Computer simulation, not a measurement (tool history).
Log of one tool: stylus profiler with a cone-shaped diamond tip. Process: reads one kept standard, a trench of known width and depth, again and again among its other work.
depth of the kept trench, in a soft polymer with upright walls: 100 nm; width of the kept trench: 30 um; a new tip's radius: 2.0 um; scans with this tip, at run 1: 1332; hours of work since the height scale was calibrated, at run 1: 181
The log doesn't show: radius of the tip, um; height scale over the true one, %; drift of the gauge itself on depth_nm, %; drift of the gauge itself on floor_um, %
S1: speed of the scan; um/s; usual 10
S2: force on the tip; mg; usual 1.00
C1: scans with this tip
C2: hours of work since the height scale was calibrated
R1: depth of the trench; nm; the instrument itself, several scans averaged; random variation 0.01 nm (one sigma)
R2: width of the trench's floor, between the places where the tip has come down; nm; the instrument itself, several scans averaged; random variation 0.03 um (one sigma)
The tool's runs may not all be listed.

run	hour	S1	S2	C1	C2	R1	R2
1	0.0	10	1.00	1332	181	100.95	28570
2	8.9	10	1.00	1369	186	100.96	28560
3	20.0	10	1.00	1415	192	100.97	28580
4	28.4	10	1.00	1450	197	100.94	28530
# hour 29.9: height scale calibrated on a step standard
5	41.1	11	1.00	1500	6	100.97	28580
6	55.0	5	1.00	1557	14	100.97	28610
7	64.0	5	1.00	1594	19	100.97	28660
8	71.8	17	2.19	1626	23	101.63	28600
9	82.4	17	2.19	1670	29	101.62	28500
10	96.4	17	2.19	1728	37	101.61	28570
# hour 103.5: height scale calibrated on a step standard, once more
11	104.8	2	0.51	1760	1	100.59	28660
12	116.0	2	0.51	1806	7	100.60	28640
13	130.3	10	0.47	1865	15	100.55	28500

Forecast each of these 4 alternatives for the next run:
A	145.0	3	1.66	1925	23	?	?
B	145.0	3	0.38	1925	23	?	?
C	145.0	20	0.47	1925	23	?	?
D	145.0	9	1.54	1925	23	?	?

run	R1	R2
A	101.33	28640
B	100.49	28630
C	100.57	28380
D	101.26	28540
Without the tool's hidden state the same runs would have given:
run	R1	R2
A	101.34	28730
B	100.50	28710
C	100.57	28460
D	101.27	28630
